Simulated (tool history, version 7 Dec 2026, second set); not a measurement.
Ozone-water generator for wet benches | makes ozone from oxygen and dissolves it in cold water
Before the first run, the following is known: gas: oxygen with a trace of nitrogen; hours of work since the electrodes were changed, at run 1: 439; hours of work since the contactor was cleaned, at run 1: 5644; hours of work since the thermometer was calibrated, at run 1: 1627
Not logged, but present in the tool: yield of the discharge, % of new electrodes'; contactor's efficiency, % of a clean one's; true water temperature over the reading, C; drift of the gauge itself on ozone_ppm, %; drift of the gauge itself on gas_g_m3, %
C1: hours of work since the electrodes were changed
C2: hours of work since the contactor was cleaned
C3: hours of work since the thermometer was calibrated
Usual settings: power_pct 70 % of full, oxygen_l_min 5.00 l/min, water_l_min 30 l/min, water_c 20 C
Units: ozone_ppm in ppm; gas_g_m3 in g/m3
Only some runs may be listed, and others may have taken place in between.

run 1 hour=0.0 | power_pct=70 oxygen_l_min=5.00 water_l_min=30 water_c=20 | C1=439 C2=5644 C3=1627 | ozone_ppm=21.7 gas_g_m3=257.4
run 2 hour=21.4 | power_pct=70 oxygen_l_min=5.00 water_l_min=30 water_c=20 | C1=453 C2=5658 C3=1642 | ozone_ppm=21.3 gas_g_m3=256.5
run 3 hour=43.8 | power_pct=70 oxygen_l_min=3.01 water_l_min=30 water_c=20 | C1=468 C2=5673 C3=1656 | ozone_ppm=17.8 gas_g_m3=300.8
run 4 hour=66.5 | power_pct=70 oxygen_l_min=5.00 water_l_min=30 water_c=20 | C1=483 C2=5688 C3=1672 | ozone_ppm=21.2 gas_g_m3=259.2
run 5 hour=82.3 | power_pct=70 oxygen_l_min=5.00 water_l_min=30 water_c=20 | C1=493 C2=5699 C3=1682 | ozone_ppm=21.6 gas_g_m3=256.1
run 6 hour=100.8 | power_pct=70 oxygen_l_min=5.00 water_l_min=30 water_c=20 | C1=506 C2=5711 C3=1694 | ozone_ppm=21.3 gas_g_m3=256.1
run 7 hour=131.1 | power_pct=70 oxygen_l_min=5.00 water_l_min=30 water_c=20 | C1=526 C2=5731 C3=1714 | ozone_ppm=21.4 gas_g_m3=258.8
run 8 hour=150.0 | power_pct=70 oxygen_l_min=5.00 water_l_min=30 water_c=20 | C1=538 C2=5744 C3=1727 | ozone_ppm=21.8 gas_g_m3=258.5
run 9 hour=169.0 | power_pct=70 oxygen_l_min=5.00 water_l_min=30 water_c=20 | C1=551 C2=5756 C3=1739 | ozone_ppm=21.7 gas_g_m3=258.5
run 10 hour=197.3 | power_pct=70 oxygen_l_min=5.00 water_l_min=30 water_c=20 | C1=570 C2=5775 C3=1758 | ozone_ppm=21.5 gas_g_m3=259.3
run 11 hour=219.1 | power_pct=70 oxygen_l_min=5.00 water_l_min=30 water_c=20 | C1=584 C2=5789 C3=1773 | ozone_ppm=21.8 gas_g_m3=257.9
run 12 hour=242.0 | power_pct=70 oxygen_l_min=5.00 water_l_min=30 water_c=20 | C1=599 C2=5804 C3=1788 | ozone_ppm=21.8 gas_g_m3=259.7
run 13 hour=264.6 | power_pct=70 oxygen_l_min=5.00 water_l_min=30 water_c=20 | C1=614 C2=5819 C3=1803 | ozone_ppm=21.3 gas_g_m3=261.2
run 14 hour=282.6 | power_pct=70 oxygen_l_min=5.00 water_l_min=36 water_c=20 | C1=626 C2=5831 C3=1815 | ozone_ppm=18.2 gas_g_m3=261.5
run 15 hour=312.9 | power_pct=70 oxygen_l_min=5.00 water_l_min=36 water_c=20 | C1=646 C2=5852 C3=1835 | ozone_ppm=18.4 gas_g_m3=260.8
run 16 hour=333.3 | power_pct=70 oxygen_l_min=4.40 water_l_min=23 water_c=20 | C1=660 C2=5865 C3=1848 | ozone_ppm=25.6 gas_g_m3=271.7
run 17 hour=356.8 | power_pct=70 oxygen_l_min=8.64 water_l_min=30 water_c=20 | C1=675 C2=5881 C3=1864 | ozone_ppm=24.8 gas_g_m3=220.3
run 18 hour=384.9 | power_pct=70 oxygen_l_min=8.64 water_l_min=21 water_c=14 | C1=694 C2=5899 C3=1883 | ozone_ppm=35.2 gas_g_m3=222.8
run 19 hour=404.2 | power_pct=55 oxygen_l_min=3.66 water_l_min=21 water_c=13 | C1=707 C2=5912 C3=1895 | ozone_ppm=23.0 gas_g_m3=233.4
run 20 hour=432.4 | power_pct=55 oxygen_l_min=3.32 water_l_min=26 water_c=13 | C1=726 C2=5931 C3=1914 | ozone_ppm=18.2 gas_g_m3=239.8
run 21 hour=448.4 | power_pct=70 oxygen_l_min=3.05 water_l_min=19 water_c=20 | C1=736 C2=5941 C3=1925 | ozone_ppm=26.7 gas_g_m3=305.3
run 22 hour=466.6 | power_pct=73 oxygen_l_min=5.00 water_l_min=30 water_c=13 | C1=748 C2=5953 C3=1937 | ozone_ppm=24.2 gas_g_m3=273.8
run 23 hour=488.0 | power_pct=73 oxygen_l_min=5.00 water_l_min=30 water_c=23 | C1=762 C2=5968 C3=1951 | ozone_ppm=21.5 gas_g_m3=272.6
run 24 hour=511.2 | power_pct=70 oxygen_l_min=4.86 water_l_min=20 water_c=12 | C1=778 C2=5983 C3=1966 | ozone_ppm=32.7 gas_g_m3=265.6
run 25 hour=527.8 | power_pct=99 oxygen_l_min=5.00 water_l_min=26 water_c=20 | C1=789 C2=5994 C3=1977 | ozone_ppm=32.8 gas_g_m3=359.4
-- hour=550.5 contactor cleaned
run 26 hour=557.8 | power_pct=70 oxygen_l_min=5.00 water_l_min=34 water_c=25 | C1=806 C2=5 C3=1995 | ozone_ppm=18.0 gas_g_m3=262.3
run 27 hour=574.0 | power_pct=61 oxygen_l_min=5.00 water_l_min=24 water_c=25 | C1=817 C2=16 C3=2005 | ozone_ppm=21.2 gas_g_m3=233.5
-- hour=581.0 gauge calibrated
run 28 hour=598.2 | power_pct=61 oxygen_l_min=5.00 water_l_min=24 water_c=25 | C1=833 C2=32 C3=2021 | ozone_ppm=21.6 gas_g_m3=229.0

5 ways to go on from here, each from the tool as it stands after run 28. What would each give?
run A hour=618.0 | power_pct=70 oxygen_l_min=5.12 water_l_min=30 water_c=22 | C1=846 C2=45 C3=2034 | ozone_ppm=? gas_g_m3=?
run B hour=618.0 | power_pct=61 oxygen_l_min=5.00 water_l_min=27 water_c=25 | C1=846 C2=45 C3=2034 | ozone_ppm=? gas_g_m3=?
run C hour=618.0 | power_pct=53 oxygen_l_min=8.81 water_l_min=24 water_c=18 | C1=846 C2=45 C3=2034 | ozone_ppm=? gas_g_m3=?
run D hour=618.0 | power_pct=61 oxygen_l_min=4.42 water_l_min=34 water_c=20 | C1=846 C2=45 C3=2034 | ozone_ppm=? gas_g_m3=?
run E hour=618.0 | power_pct=61 oxygen_l_min=3.86 water_l_min=41 water_c=19 | C1=846 C2=45 C3=2034 | ozone_ppm=? gas_g_m3=?

run=A ozone_ppm=21.0 gas_g_m3=254.2
run=B ozone_ppm=19.5 gas_g_m3=227.8
run=C ozone_ppm=24.0 gas_g_m3=169.0
run=D ozone_ppm=16.5 gas_g_m3=237.9
run=E ozone_ppm=12.9 gas_g_m3=248.8
With no hidden state in the tool, these same runs would have given:
run=A ozone_ppm=21.0 gas_g_m3=253.8
run=B ozone_ppm=19.5 gas_g_m3=227.5
run=C ozone_ppm=24.0 gas_g_m3=168.7
run=D ozone_ppm=16.5 gas_g_m3=237.5
run=E ozone_ppm=12.9 gas_g_m3=248.4
